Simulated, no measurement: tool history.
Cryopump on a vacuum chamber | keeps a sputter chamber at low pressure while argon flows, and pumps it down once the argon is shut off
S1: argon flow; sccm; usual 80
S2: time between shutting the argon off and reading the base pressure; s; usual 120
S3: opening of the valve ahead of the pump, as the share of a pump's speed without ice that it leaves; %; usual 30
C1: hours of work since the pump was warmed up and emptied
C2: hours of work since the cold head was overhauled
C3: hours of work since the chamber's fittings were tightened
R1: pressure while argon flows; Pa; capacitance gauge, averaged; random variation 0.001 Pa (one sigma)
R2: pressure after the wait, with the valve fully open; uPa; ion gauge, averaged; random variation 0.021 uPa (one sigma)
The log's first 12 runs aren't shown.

run,hour,S1,S2,S3,C1,C2,C3,R1,R2
13,151.7,80,120,30,551,551,2756,0.2243,1.95
14,162.9,80,120,30,560,560,2765,0.2232,1.96
15,177.4,80,120,30,572,572,2776,0.2238,1.97
16,191.4,80,120,30,583,583,2787,0.2242,1.96
17,202.6,80,120,30,592,592,2796,0.2242,2.01
18,210.7,54,68,30,598,598,2803,0.1522,2.03
19,222.3,54,68,30,607,607,2812,0.152,2.18
20,238.8,54,211,30,620,620,2825,0.1514,1.9
21,254.4,59,120,30,633,633,2837,0.1663,1.95
22,265.2,52,49,24,641,641,2846,0.1821,2.28
23,272.9,52,49,24,647,647,2852,0.1812,2.32
24,290.2,42,52,46,661,661,2866,0.0792,2.25
25,297.8,102,125,46,667,667,2872,0.1926,2.06
26,310.5,80,30,46,677,677,2882,0.1512,2.57
27,327.6,80,125,30,691,691,2895,0.226,2.1
28,342.6,91,191,30,703,703,2907,0.2591,2.02
29,355.5,91,191,30,713,713,2918,0.2606,2.08
30,367,53,37,38,722,722,2927,0.1208,2.39
31,377.1,53,37,37,730,730,2935,0.1233,2.43
32,384.7,35,25,24,736,736,2941,0.1227,2.76
33,393.7,35,25,24,743,743,2948,0.1226,2.67

Forecast each of these 4 alternatives for the next run:
A,404.9,35,70,24,752,752,2957,?,?
B,404.9,61,290,30,752,752,2957,?,?
C,404.9,35,173,55,752,752,2957,?,?
D,404.9,65,26,34,752,752,2957,?,?

run,R1,R2
A,0.1224,2.19
B,0.1723,2.06
C,0.0561,2.1
D,0.1635,2.7
Without the tool's hidden state the same runs would have given:
run,R1,R2
A,0.1169,0.4
B,0.1629,0.21
C,0.0507,0.26
D,0.1533,0.87
